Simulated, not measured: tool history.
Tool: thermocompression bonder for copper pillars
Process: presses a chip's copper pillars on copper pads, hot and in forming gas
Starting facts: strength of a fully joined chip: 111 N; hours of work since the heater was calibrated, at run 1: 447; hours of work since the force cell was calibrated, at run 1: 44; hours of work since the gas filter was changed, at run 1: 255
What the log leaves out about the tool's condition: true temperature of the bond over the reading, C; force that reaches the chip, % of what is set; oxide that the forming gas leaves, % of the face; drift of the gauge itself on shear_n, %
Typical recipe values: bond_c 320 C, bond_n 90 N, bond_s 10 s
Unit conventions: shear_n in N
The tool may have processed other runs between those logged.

run	hour	bond_c	bond_n	bond_s	hours of work since the heater was calibrated	hours of work since the force cell was calibrated	hours of work since the gas filter was changed	shear_n
1	0.0	320	90	10	447	44	255	63.2
2	21.0	320	105	10	463	60	271	69.1
3	33.6	320	90	10	473	70	281	63.4
4	47.4	320	90	10	483	80	292	63.3
5	69.7	320	90	10	501	97	309	63.6
6	87.7	320	90	10	515	111	323	63.5
7	107.2	320	90	10	530	126	338	62.9
8	120.8	320	87	10	540	137	348	61.6
9	143.2	300	56	10	557	154	366	38.4
10	161.9	300	56	10	572	169	380	38.9
11	183.6	319	134	19	589	185	397	89.4
12	199.7	346	71	12	601	198	409	69.1
13	214.5	346	71	12	612	209	421	68.5
# hour 230.4: forming gas filter changed
14	230.4	319	71	22	624	221	0	69.2
15	242.9	297	67	6	634	231	10	34.4
16	253.7	347	67	5	642	239	18	50.6

A few steps of shear_n between consecutive runs. Split each: what settings, incoming material and random variation would produce without the hidden state, and what is left over for the hidden state, along with gauge scatter present in only one of the two compared results (measured, and without hidden state):
Run 10 -> 11: bond_c 300 -> 319, bond_n 56 -> 134, bond_s 10 -> 19. shear_n +50.5 N: hidden state -0.6, all else +51.1.
